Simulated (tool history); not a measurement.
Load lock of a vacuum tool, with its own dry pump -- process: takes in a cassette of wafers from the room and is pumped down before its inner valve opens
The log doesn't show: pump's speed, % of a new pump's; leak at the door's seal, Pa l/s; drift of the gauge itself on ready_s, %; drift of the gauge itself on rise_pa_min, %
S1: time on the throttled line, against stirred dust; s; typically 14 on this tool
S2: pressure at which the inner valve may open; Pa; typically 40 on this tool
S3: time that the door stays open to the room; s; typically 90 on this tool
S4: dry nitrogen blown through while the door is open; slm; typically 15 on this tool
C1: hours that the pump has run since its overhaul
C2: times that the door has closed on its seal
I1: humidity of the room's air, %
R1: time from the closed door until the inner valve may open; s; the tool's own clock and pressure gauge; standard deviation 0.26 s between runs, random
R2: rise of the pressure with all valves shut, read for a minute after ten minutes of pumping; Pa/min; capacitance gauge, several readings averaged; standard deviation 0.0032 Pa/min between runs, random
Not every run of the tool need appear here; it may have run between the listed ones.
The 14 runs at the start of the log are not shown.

run	hour	S1	S2	S3	S4	C1	C2	I1	R1	R2
15	3965.9	24	40	90	15	4796	15378	48.1	31.4	0.402
16	4307.4	19	40	90	15	5138	16637	43.0	28.0	0.443
17	4702.1	14	40	82	15	5533	18092	44.9	24.5	0.489
18	5032.3	14	40	82	15	5863	19309	44.5	24.2	0.523
19	5384.8	14	40	82	15	6215	20608	44.0	24.9	0.584
# hour 5621.3: door's seal changed, seat wiped
20	5767.9	14	40	82	15	6597	540	44.8	24.4	0.093
21	5988.6	28	40	82	6	6818	1354	44.1	34.8	0.118
22	6280.7	14	40	65	15	7110	2430	46.0	24.7	0.109
23	6544.7	14	40	65	15	7374	3403	45.7	24.6	0.119
24	6932.9	21	49	45	40	7762	4834	45.5	29.7	0.104
25	7108.8	11	49	45	40	7938	5483	43.8	22.5	0.115
26	7504.2	14	40	50	13	8333	6940	44.1	24.9	0.158
27	7802.7	20	68	32	15	8632	8041	44.0	28.1	0.163
28	8124.9	13	36	165	9	8954	9228	43.5	24.9	0.296
29	8326.1	13	36	165	9	9155	9970	47.2	24.7	0.340
30	8695.1	13	36	165	9	9524	11330	43.8	24.4	0.344
31	9078.7	8	72	143	9	9908	12744	47.5	19.4	0.384
32	9355.1	8	39	143	9	10184	13763	45.7	21.0	0.410
33	9558.2	8	39	143	9	10387	14512	44.3	20.8	0.425
34	9801.5	8	39	79	9	10631	15408	44.3	21.2	0.394
35	10105.7	12	78	90	15	10935	16530	45.6	22.5	0.436
36	10372.6	10	61	92	13	11202	17513	46.8	21.4	0.476
37	10687.9	10	61	92	13	11517	18676	42.2	21.5	0.522

What if the next run were any one of these 3? Each begins from the tool's condition after run 37:
A	11081.5	23	40	90	15	11910	20126	47.5	?	?
B	11081.5	14	40	90	44	11910	20126	43.6	?	?
C	11081.5	10	61	223	13	11910	20126	42.6	?	?

run	R1	R2
A	31.2	0.569
B	25.3	0.528
C	21.9	0.648
Without the tool's hidden state the same runs would have given:
run	R1	R2
A	30.1	0.100
B	23.8	0.057
C	20.4	0.180
